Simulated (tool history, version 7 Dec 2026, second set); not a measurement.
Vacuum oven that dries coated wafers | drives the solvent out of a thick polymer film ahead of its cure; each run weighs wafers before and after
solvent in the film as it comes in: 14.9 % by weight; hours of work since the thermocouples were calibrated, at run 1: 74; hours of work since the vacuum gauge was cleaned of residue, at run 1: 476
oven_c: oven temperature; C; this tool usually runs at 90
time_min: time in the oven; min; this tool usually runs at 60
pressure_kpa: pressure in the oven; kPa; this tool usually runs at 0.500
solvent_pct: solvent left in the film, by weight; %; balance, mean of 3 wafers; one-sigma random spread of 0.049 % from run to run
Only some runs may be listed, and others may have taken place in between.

run    hour  oven_c  time_min  pressure_kpa  hours of work since the thermocouples were calibrated  hours of work since the vacuum gauge was cleaned of residue  solvent_pct
  1     0.0      90        60         0.500                                                     74                                                          476         2.54
  2    60.6      87        60         0.500                                                    122                                                          523         3.07
  3   129.0      90        60         0.500                                                    175                                                          577         2.58
  4   181.7      90        60         0.500                                                    216                                                          618         2.52
  5   252.4      90        60         0.500                                                    271                                                          673         2.47
  6   335.0      90        60         1.706                                                    336                                                          737         4.32
  7   403.1      90        60         0.500                                                    389                                                          790         2.57
  8   442.2      90        60         0.500                                                    419                                                          821         2.46
  9   530.7      90        60         0.500                                                    488                                                          890         2.62
 10   590.7      90        60         0.318                                                    535                                                          937         2.29
 11   662.3      90        60         0.318                                                    591                                                          993         2.24
      691.6  -- oven's thermocouples calibrated
 12   734.4      90        60         0.318                                                     33                                                         1047         2.46
 13   805.4      90        60         0.318                                                     89                                                         1103         2.46
 14   853.7      90        60         0.500                                                    126                                                         1140         2.76
 15   921.8      90        68         0.500                                                    180                                                         1193         2.34
 16  1009.5      90        68         0.500                                                    248                                                         1262         2.43
 17  1084.5     102        60         0.500                                                    307                                                         1320         1.17
 18  1124.2     102        60         0.500                                                    338                                                         1351         1.17
 19  1174.3     102        60         0.500                                                    377                                                         1390         1.16
 20  1229.3     102        60         0.500                                                    420                                                         1433         1.20
 21  1300.1     102        60         0.500                                                    475                                                         1489         1.17
 22  1360.9     102        60         0.500                                                    522                                                         1536         1.22
 23  1412.0      82        60         1.099                                                    562                                                         1576         5.56
 24  1454.4      90       108         1.691                                                    595                                                         1609         3.60
     1483.6  -- oven's thermocouples calibrated
 25  1495.1      90       108         1.691                                                      9                                                         1639         3.58
 26  1574.4      90        60         1.263                                                     71                                                         1701         4.04
 27  1615.7      98        71         0.486                                                    103                                                         1733         1.50
 28  1700.2      98        71         0.486                                                    169                                                         1799         1.39
 29  1775.3     101        34         0.837                                                    228                                                         1858         2.95
 30  1853.8     101        34         0.837                                                    289                                                         1919         2.79

Run 31 comes next. What will it give?
 31  1916.9     101        34         0.837                                                    338                                                         1968            ?

Run 31 came out at solvent_pct 2.83 %.
Were there no unlogged condition in the tool, this run, its random variation unchanged, would have produced solvent_pct 2.43 %.
